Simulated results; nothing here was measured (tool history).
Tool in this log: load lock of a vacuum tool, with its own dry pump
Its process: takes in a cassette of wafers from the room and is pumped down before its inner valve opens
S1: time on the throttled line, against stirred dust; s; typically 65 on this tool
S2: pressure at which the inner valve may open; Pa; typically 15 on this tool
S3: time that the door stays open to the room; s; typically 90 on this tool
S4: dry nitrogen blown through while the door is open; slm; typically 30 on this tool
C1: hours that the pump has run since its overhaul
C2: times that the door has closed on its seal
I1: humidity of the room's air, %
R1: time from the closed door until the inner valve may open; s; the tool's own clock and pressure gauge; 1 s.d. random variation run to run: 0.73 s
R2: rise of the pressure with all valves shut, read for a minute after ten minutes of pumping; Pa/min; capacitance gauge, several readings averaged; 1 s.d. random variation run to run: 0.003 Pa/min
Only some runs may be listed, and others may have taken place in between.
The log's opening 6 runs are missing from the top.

run      day   S1  S2  S3  S4    C1     C2    I1     R1     R2
  7   32.762   65  15  90  30  4993  18199  44.5  109.7  0.015
  8   38.262   65  26  90  30  5125  18463  46.3  107.1  0.016
  9   47.254   65  26  90  30  5341  18894  44.7  105.4  0.015
 10   55.246   65  15  30  30  5533  19277  44.0  109.5  0.005
 11   62.317   65  15  30  30  5702  19616  41.0  109.9  0.004
 12   67.404   65  15  30  30  5825  19860  42.4  109.2  0.012
 13   75.079   65  15  90  30  6009  20228  45.3  111.4  0.015
 14   83.225   65  15  90  30  6204  20619  48.7  111.5  0.014
 15   90.071   65  10  90  30  6369  20947  43.3  112.2  0.013
 16   95.000   65  15  90  30  6487  21183  44.9  109.6  0.014
 17  103.017  113  15  90  30  6679  21568  45.4  150.1  0.010
 18  109.346   65  15  90  30  6831  21871  45.5  110.3  0.013
 19  117.879   65  15  90  30  7036  22280  49.2  111.3  0.016
 20  125.467   98  18  44  25  7218  22644  43.5  135.2  0.009
 21  129.471   78  26  82   6  7314  22836  46.6  116.5  0.033
 22  133.458   65  15  99  30  7410  23027  43.4  108.5  0.023
 23  138.821   72  14  99  30  7539  23284  46.7  117.0  0.014
 24  143.296   72  14  99  30  7646  23499  48.9  116.8  0.015
 25  152.162   72  14  99  30  7859  23924  43.5  115.1  0.012
 26  160.958   72  14  99  30  8070  24346  43.1  115.9  0.014

Run 27 comes next. What will it give?
 27  164.833  70  15  176  30  8163  24532  44.7   ?   ?

Logged for run 27: R1 113.5 s, R2 0.020 Pa/min.
With the hidden condition absent and the run-to-run variation left alone, this run would have shown R1 113.5 s, R2 0.019 Pa/min.

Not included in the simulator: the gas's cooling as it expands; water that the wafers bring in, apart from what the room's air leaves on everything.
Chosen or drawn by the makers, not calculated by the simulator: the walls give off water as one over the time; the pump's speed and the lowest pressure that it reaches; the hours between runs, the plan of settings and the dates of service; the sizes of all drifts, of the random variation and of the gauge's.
